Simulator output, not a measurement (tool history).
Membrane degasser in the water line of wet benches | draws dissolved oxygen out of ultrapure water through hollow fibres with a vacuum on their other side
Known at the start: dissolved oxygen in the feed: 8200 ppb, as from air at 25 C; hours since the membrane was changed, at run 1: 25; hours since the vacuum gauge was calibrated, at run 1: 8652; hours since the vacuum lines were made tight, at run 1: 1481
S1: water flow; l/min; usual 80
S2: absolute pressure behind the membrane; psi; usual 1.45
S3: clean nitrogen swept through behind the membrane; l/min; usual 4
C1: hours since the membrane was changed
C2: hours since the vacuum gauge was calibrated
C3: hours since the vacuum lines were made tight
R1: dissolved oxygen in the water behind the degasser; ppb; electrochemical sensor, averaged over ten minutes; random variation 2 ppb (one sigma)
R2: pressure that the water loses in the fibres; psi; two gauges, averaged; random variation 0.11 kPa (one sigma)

Run 1, hour 0: usual settings; C1 25; C2 8652; C3 1481. Result: R1 432.5 ppb, R2 5.144 psi.
Run 2, hour 38.6: usual settings but S1 73 l/min; C1 63; C2 8691; C3 1520. Result: R1 387.2 ppb, R2 4.669 psi.
Run 3, hour 60.6: usual settings but S1 73 l/min; C1 86; C2 8713; C3 1542. Result: R1 390 ppb, R2 4.718 psi.
Run 4, hour 89.8: usual settings but S1 73 l/min, S2 1.33 psi; C1 115; C2 8742; C3 1571. Result: R1 360.1 ppb, R2 4.701 psi.
Run 5, hour 117.3: usual settings but S1 62 l/min; C1 142; C2 8770; C3 1598. Result: R1 327.2 ppb, R2 3.98 psi.
Run 6, hour 150.3: usual settings; C1 175; C2 8803; C3 1631. Result: R1 430 ppb, R2 5.114 psi.
Run 7, hour 175.9: usual settings; C1 201; C2 8828; C3 1657. Result: R1 430.3 ppb, R2 5.168 psi.
Run 8, hour 222.5: usual settings; C1 247; C2 8875; C3 1704. Result: R1 429 ppb, R2 5.108 psi.
Run 9, hour 255.8: usual settings; C1 281; C2 8908; C3 1737. Result: R1 428.7 ppb, R2 5.143 psi.
Run 10, hour 293.9: usual settings; C1 319; C2 8946; C3 1775. Result: R1 429.1 ppb, R2 5.14 psi.
At hour 297.3: vacuum gauge calibrated.
Run 11, hour 332.1: usual settings but S1 69 l/min; C1 357; C2 35; C3 1813. Result: R1 363.6 ppb, R2 4.453 psi.
Run 12, hour 374.7: usual settings but S1 113 l/min, S2 1.68 psi, S3 1.66 l/min; C1 399; C2 77; C3 1855. Result: R1 1104.5 ppb, R2 7.271 psi.
Run 13, hour 411.5: usual settings but S1 63 l/min, S2 1.68 psi, S3 1.66 l/min; C1 436; C2 114; C3 1892. Result: R1 692.6 ppb, R2 4.048 psi.
Run 14, hour 442.6: usual settings but S1 98 l/min, S2 2.35 psi, S3 2.51 l/min; C1 467; C2 145; C3 1923. Result: R1 1083.2 ppb, R2 6.293 psi.
Run 15, hour 489.9: usual settings but S1 98 l/min, S2 2.35 psi, S3 2.51 l/min; C1 514; C2 193; C3 1970. Result: R1 1069.9 ppb, R2 6.325 psi.
Run 16, hour 516.6: usual settings but S1 105 l/min, S2 2.22 psi, S3 2.03 l/min; C1 541; C2 219; C3 1997. Result: R1 1234.6 ppb, R2 6.756 psi.
Run 17, hour 538.7: usual settings but S1 105 l/min, S2 2.34 psi, S3 4.83 l/min; C1 563; C2 241; C3 2019. Result: R1 760.5 ppb, R2 6.738 psi.
Run 18, hour 583.4: usual settings but S1 101 l/min, S2 1.03 psi; C1 608; C2 286; C3 2064. Result: R1 390.7 ppb, R2 6.505 psi.
Run 19, hour 627.8: usual settings but S3 8.02 l/min; C1 652; C2 330; C3 2108. Result: R1 291 ppb, R2 5.153 psi.
Run 20, hour 673.4: usual settings but S3 7.04 l/min; C1 698; C2 376; C3 2154. Result: R1 309.1 ppb, R2 5.137 psi.
Run 21, hour 693.3: usual settings but S1 96 l/min, S2 1.89 psi, S3 5.37 l/min; C1 718; C2 396; C3 2174. Result: R1 540.3 ppb, R2 6.17 psi.
Run 22, hour 739.7: usual settings but S1 96 l/min, S2 1.89 psi, S3 5.37 l/min; C1 764; C2 442; C3 2220. Result: R1 544.6 ppb, R2 6.177 psi.

Hidden state or all else? Some run-to-run changes of R1, split into what the settings, what came in and random variation would give without the hidden state, and what is left for the hidden state (with any gauge scatter that isn't in both results):
The hidden state here: membrane still open, %; true pressure behind the membrane over the reading, kPa; air that leaks in behind the membrane, l/min; drift of the gauge itself on oxygen_ppb, %; drift of the gauge itself on loss_of_pressure_kpa, %.
Run 10 -> 11: S1 80 -> 69, vacuum gauge calibrated. R1 -65.5 ppb: hidden state -7.1, all else -58.4.
Run 11 -> 12: S1 69 -> 113, S2 1.45 -> 1.68, S3 4 -> 1.66. R1 +740.9 ppb: hidden state +1.9, all else +739.
Run 16 -> 17: S2 2.22 -> 2.34, S3 2.03 -> 4.83. R1 -474.1 ppb: hidden state -0.7, all else -473.4.
